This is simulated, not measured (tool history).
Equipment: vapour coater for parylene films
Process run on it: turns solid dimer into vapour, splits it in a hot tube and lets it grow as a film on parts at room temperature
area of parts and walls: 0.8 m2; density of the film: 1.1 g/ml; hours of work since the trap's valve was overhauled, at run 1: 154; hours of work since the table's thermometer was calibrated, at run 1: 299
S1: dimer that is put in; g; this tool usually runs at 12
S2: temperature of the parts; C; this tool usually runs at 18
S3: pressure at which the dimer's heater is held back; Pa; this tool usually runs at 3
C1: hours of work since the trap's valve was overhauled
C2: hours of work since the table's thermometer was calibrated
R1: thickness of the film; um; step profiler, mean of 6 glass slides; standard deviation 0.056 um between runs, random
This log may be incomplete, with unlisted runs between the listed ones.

run,hour,S1,S2,S3,C1,C2,R1
1,0,12,18,3,154,299,6.24
2,25.2,12,18,3,170,315,6.29
3,45.7,12,18,3,183,327,6.27
4,72.4,12,18,3,199,344,6.09
5,100.8,12,18,3,217,362,6.17
6,123.4,6,18,3,231,376,3.01
7,144.7,6,18,3,244,389,3.1
8,172.3,6,18,3,261,406,3.03
9,202.9,12,18,3,280,425,5.91
10,237.5,12,18,3,302,446,5.96
# hour 252.2: trap's valve overhauled
11,256.3,12,18,3,3,456,6.41
12,292.6,12,18,3,25,478,6.33
# hour 296.2: table's thermometer calibrated
13,325.6,12,18,3,45,18,6.29
14,341.7,12,18,3,55,28,6.32
15,365.5,12,15,3,70,43,6.98
16,383.3,12,15,3,81,54,6.89
17,405.6,12,28,3,95,68,4.6
18,430,12,28,3,110,83,4.57
19,450,12,28,3,122,96,4.44
20,470,12,28,3,135,108,4.53
21,505.7,17,16,3,157,130,9.47
# hour 509.7: table's thermometer calibrated, once more
22,527.2,8,24,2.53,170,11,3.43
23,551.4,12,21,3.15,185,26,5.62
24,579.1,12,21,3.15,202,43,5.54
25,596.1,12,26,10.49,212,54,4.18
26,632.5,12,10,8.64,235,76,7.02
27,647.4,7,29,4.86,244,86,2.41
28,673.1,8,27,3.17,260,102,3.03
29,694.3,8,27,3.17,273,115,2.99
30,712.6,12,21,3,285,126,5.47
31,735,14,12,3,299,140,8.43
# hour 755: trap's valve overhauled
32,755.7,14,12,3,0,150,9.02
33,774.7,12,18,4.56,12,162,6.22
34,811.5,12,18,4.56,35,185,6.15
35,843.4,10,14,7.92,55,205,5.58
36,876.1,10,14,7.92,75,225,5.56
37,891.6,10,14,7.92,85,235,5.41
38,917.7,10,14,7.92,101,251,5.52
39,945.8,12,18,5.03,119,268,6.05
40,960.9,12,18,5.03,128,278,5.94

What if the next run were any one of these 4? Each begins from the tool's condition after run 40:
A,987.5,10,21,7.75,144,294,?
B,987.5,5,21,7.27,144,294,?
C,987.5,12,18,9.95,144,294,?
D,987.5,6,18,5.03,144,294,?

run,R1
A,4.36
B,2.2
C,5.62
D,3.02
What these runs would have given with no unlogged condition in the tool:
run,R1
A,4.52
B,2.28
C,5.83
D,3.13
